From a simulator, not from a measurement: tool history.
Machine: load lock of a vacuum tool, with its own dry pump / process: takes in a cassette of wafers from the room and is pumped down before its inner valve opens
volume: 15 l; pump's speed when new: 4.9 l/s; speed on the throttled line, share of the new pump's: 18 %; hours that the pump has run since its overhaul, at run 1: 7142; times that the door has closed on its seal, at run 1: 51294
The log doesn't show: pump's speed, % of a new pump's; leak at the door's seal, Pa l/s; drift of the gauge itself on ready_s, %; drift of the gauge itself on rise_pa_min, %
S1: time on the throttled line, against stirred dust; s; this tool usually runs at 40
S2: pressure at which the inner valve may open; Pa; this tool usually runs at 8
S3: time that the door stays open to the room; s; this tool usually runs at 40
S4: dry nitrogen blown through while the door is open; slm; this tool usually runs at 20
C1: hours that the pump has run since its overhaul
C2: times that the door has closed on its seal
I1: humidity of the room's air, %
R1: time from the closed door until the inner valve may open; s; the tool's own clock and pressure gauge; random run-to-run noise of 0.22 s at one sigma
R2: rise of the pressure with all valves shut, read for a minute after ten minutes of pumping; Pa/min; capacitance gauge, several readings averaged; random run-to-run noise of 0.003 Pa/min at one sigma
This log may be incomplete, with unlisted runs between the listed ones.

Run 1, hour 0.0: usual settings; C1 7142; C2 51294; I1 43.0. Result: R1 63.3 s, R2 0.521 Pa/min.
Run 2, hour 146.8: usual settings; C1 7288; C2 51997; I1 41.8. Result: R1 63.1 s, R2 0.541 Pa/min.
Run 3, hour 301.1: usual settings; C1 7443; C2 52736; I1 44.2. Result: R1 63.1 s, R2 0.529 Pa/min.
Run 4, hour 479.5: usual settings but S4 8 slm; C1 7621; C2 53590; I1 42.5. Result: R1 63.3 s, R2 0.568 Pa/min.
Run 5, hour 610.8: usual settings but S4 8 slm; C1 7752; C2 54218; I1 45.5. Result: R1 63.0 s, R2 0.572 Pa/min.
Run 6, hour 719.7: usual settings but S4 8 slm; C1 7861; C2 54739; I1 45.2. Result: R1 63.2 s, R2 0.596 Pa/min.
Run 7, hour 847.2: usual settings but S4 8 slm; C1 7989; C2 55350; I1 45.8. Result: R1 63.0 s, R2 0.604 Pa/min.
Run 8, hour 1007.3: usual settings but S4 8 slm; C1 8149; C2 56116; I1 47.4. Result: R1 63.2 s, R2 0.632 Pa/min.
Run 9, hour 1155.5: usual settings but S2 7 Pa, S4 41 slm; C1 8297; C2 56825; I1 43.1. Result: R1 63.8 s, R2 0.607 Pa/min.
Run 10, hour 1314.8: usual settings but S2 7 Pa, S4 41 slm; C1 8456; C2 57588; I1 46.6. Result: R1 64.1 s, R2 0.616 Pa/min.
Run 11, hour 1401.0: usual settings but S1 61 s, S4 21 slm; C1 8543; C2 58000; I1 42.7. Result: R1 80.2 s, R2 0.629 Pa/min.
Run 12, hour 1497.0: usual settings but S1 61 s, S4 21 slm; C1 8639; C2 58460; I1 43.9. Result: R1 80.2 s, R2 0.645 Pa/min.
Run 13, hour 1642.3: usual settings but S1 29 s, S2 16 Pa, S3 51 s; C1 8784; C2 59155; I1 42.5. Result: R1 52.1 s, R2 0.663 Pa/min.
Run 14, hour 1780.1: usual settings but S1 29 s, S2 16 Pa, S3 51 s; C1 8922; C2 59815; I1 44.6. Result: R1 52.3 s, R2 0.677 Pa/min.
Run 15, hour 1871.7: usual settings but S1 29 s, S2 16 Pa, S3 51 s; C1 9013; C2 60253; I1 42.3. Result: R1 52.3 s, R2 0.680 Pa/min.
At hour 1976.3: door's seal changed, seat wiped.
Run 16, hour 2037.2: usual settings but S1 29 s, S2 16 Pa, S3 51 s; C1 9177; C2 291; I1 46.2. Result: R1 52.3 s, R2 0.037 Pa/min.

Some steps in R1, run to run, broken into two amounts with sign: the step expected even without the hidden condition (settings, incoming material, random variation), and the rest, left for the hidden condition together with whatever gauge scatter is not in both the measured and the hidden-condition-free result:
Run 10 -> 11: S1 40 -> 61, S2 7 -> 8, S4 41 -> 21. R1 +16.1 s: hidden state -0.3, all else +16.4.
Run 12 -> 13: S1 61 -> 29, S2 8 -> 16, S3 40 -> 51, S4 21 -> 20. R1 -28.1 s: hidden state +0.2, all else -28.3.

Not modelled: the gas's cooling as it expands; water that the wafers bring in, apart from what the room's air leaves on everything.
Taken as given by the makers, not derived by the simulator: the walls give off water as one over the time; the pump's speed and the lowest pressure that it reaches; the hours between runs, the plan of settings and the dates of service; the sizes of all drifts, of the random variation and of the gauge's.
